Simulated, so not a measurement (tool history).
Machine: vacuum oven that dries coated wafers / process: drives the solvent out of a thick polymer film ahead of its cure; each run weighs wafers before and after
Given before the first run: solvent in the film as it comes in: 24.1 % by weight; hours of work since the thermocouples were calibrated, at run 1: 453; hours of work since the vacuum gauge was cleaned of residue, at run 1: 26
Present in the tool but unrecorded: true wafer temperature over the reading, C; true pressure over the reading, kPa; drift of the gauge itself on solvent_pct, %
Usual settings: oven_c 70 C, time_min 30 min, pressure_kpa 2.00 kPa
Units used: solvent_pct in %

run    hour  oven_c  time_min  pressure_kpa  hours of work since the thermocouples were calibrated  hours of work since the vacuum gauge was cleaned of residue  solvent_pct
  1     0.0      70        30          2.00                                                    453                                                           26         1.87
  2    38.1      70        30          2.00                                                    475                                                           48         1.85
  3    88.6      64        30          2.00                                                    504                                                           77         3.39
  4   124.6      64        30          2.00                                                    525                                                           98         3.39
  5   176.8      63        30          2.00                                                    555                                                          128         3.76
  6   201.8      63        30          2.00                                                    569                                                          143         3.73
  7   249.7      63        30          2.00                                                    597                                                          171         3.77
  8   294.8      63        30          2.00                                                    623                                                          197         3.73
  9   318.5      63        30          2.00                                                    637                                                          210         3.72
 10   364.6      63        30          2.00                                                    663                                                          237         3.69
 11   403.2      63        30          2.00                                                    686                                                          259         3.71
 12   426.4      63        30          2.00                                                    699                                                          273         3.73
 13   476.9      63        38          2.00                                                    728                                                          302         2.75
 14   522.8      63        38          2.00                                                    755                                                          328         2.75
 15   560.4      70        40          2.00                                                    777                                                          350         1.35
 16   616.0      70        32          2.00                                                    809                                                          382         1.73
 17   646.3      70        30          2.00                                                    826                                                          400         1.86
 18   677.6      70        30          2.00                                                    844                                                          418         1.83
 19   721.8      70        30          2.00                                                    870                                                          443         1.87
 20   771.2      70        30          2.00                                                    898                                                          472         1.90
 21   809.2      70        30          2.00                                                    920                                                          494         1.85
 22   853.1      70        30          2.00                                                    946                                                          519         1.85
 23   890.3      67        30          1.47                                                    967                                                          541         2.23
 24   932.4      69        30          6.55                                                    992                                                          565         4.59
 25   981.4      56        29          1.80                                                   1020                                                          593         6.66
 26  1011.5      69        29          1.80                                                   1037                                                          611         2.07
 27  1051.8      74        25          1.83                                                   1061                                                          634         1.50
 28  1100.8      70        23          2.35                                                   1089                                                          662         2.92
 29  1136.4      70        23          2.35                                                   1110                                                          683         2.92
 30  1174.3      58        26          4.21                                                   1131                                                          705         8.16
 31  1201.9      64        18          2.06                                                   1147                                                          721         6.28
 32  1237.8      70        45          2.00                                                   1168                                                          742         1.23
 33  1266.1      70        45          2.00                                                   1185                                                          758         1.23
 34  1317.2      80        23          2.44                                                   1214                                                          787         1.17
 35  1373.2      84        18          2.00                                                   1246                                                          820         0.88
 36  1428.8      84        18          2.00                                                   1279                                                          852         0.92
 37  1467.2      84        18          2.00                                                   1301                                                          874         0.91
 38  1489.8      60        18          4.83                                                   1314                                                          887         9.80
 39  1533.8      60        18          4.83                                                   1339                                                          913         9.76
 40  1589.9      58        53          2.00                                                   1372                                                          945         3.01
 41  1620.1      58        53          2.00                                                   1389                                                          963         3.03
 42  1656.9      58        53          2.00                                                   1410                                                          984         3.03
 43  1699.7      71        34          7.16                                                   1435                                                         1009         4.10
 44  1736.4      71        36          4.11                                                   1456                                                         1030         2.45

Branching from run 44: 5 alternative next runs. What would each branch give?
     1784.5  -- oven's thermocouples calibrated
  A  1791.4      59        42          1.17                                                      4                                                         1060            ?
     1784.5  -- oven's thermocouples calibrated
  B  1791.4      67        28          2.00                                                      4                                                         1060            ?
     1784.5  -- oven's thermocouples calibrated
  C  1791.4      76        20          2.23                                                      4                                                         1060            ?
     1784.5  -- oven's thermocouples calibrated
  D  1791.4      67        29          1.22                                                      4                                                         1060            ?
     1784.5  -- oven's thermocouples calibrated
  E  1791.4      63        30          1.17                                                      4                                                         1060            ?

run  solvent_pct
  A         2.98
  B         2.78
  C         1.88
  D         2.23
  E         3.20
With the hidden condition removed and each run's random variation left untouched, the same runs would have given:
run  solvent_pct
  A         2.97
  B         2.77
  C         1.87
  D         2.22
  E         3.19
